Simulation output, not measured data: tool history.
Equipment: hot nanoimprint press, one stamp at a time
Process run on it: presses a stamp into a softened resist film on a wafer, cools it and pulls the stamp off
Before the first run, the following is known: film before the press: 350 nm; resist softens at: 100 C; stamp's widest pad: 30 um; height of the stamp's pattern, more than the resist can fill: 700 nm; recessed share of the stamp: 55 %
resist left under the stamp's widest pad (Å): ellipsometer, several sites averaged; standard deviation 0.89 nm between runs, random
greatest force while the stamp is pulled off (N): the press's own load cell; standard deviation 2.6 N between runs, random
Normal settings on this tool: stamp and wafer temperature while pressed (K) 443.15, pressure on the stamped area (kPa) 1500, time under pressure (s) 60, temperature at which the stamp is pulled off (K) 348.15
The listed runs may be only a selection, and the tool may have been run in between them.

run   hour  stamp and wafer temperature while pressed (K)  pressure on the stamped area (kPa)  time under pressure (s)  temperature at which the stamp is pulled off (K)  resist left under the stamp's widest pad (Å)  greatest force while the stamp is pulled off (N)
  1      0                                         443.15                                1500                       60                                            348.15                                          1369                                               129
  2    9.9                                         443.15                                1500                       60                                            348.15                                          1404                                               138
  3   32.9                                         439.15                                1500                       60                                            348.15                                          1694                                               131
  4   51.2                                         439.15                                1500                       60                                            348.15                                          1707                                               135
  5   62.6                                         443.15                                1500                       60                                            348.15                                          1390                                               133
  6     82                                         443.15                                1500                       60                                            348.15                                          1387                                               133
  7  106.4                                         443.15                                1500                       60                                            348.15                                          1405                                               131
  8  125.8                                         443.15                                1500                       60                                            348.15                                          1382                                               136
  9  136.6                                         443.15                                1500                       60                                            348.15                                          1380                                               142

Run 10 is up next; what results do you expect?
 10  159.2                                         443.15                                1500                       60                                            349.15                                             ?                                                 ?

{"run 10": {"resist left under the stamp's widest pad (Å)": 1383, "greatest force while the stamp is pulled off (N)": 143}}
With the hidden condition absent and the run-to-run variation left alone, this run would have shown resist left under the stamp's widest pad (Å) 1342, greatest force while the stamp is pulled off (N) 126.
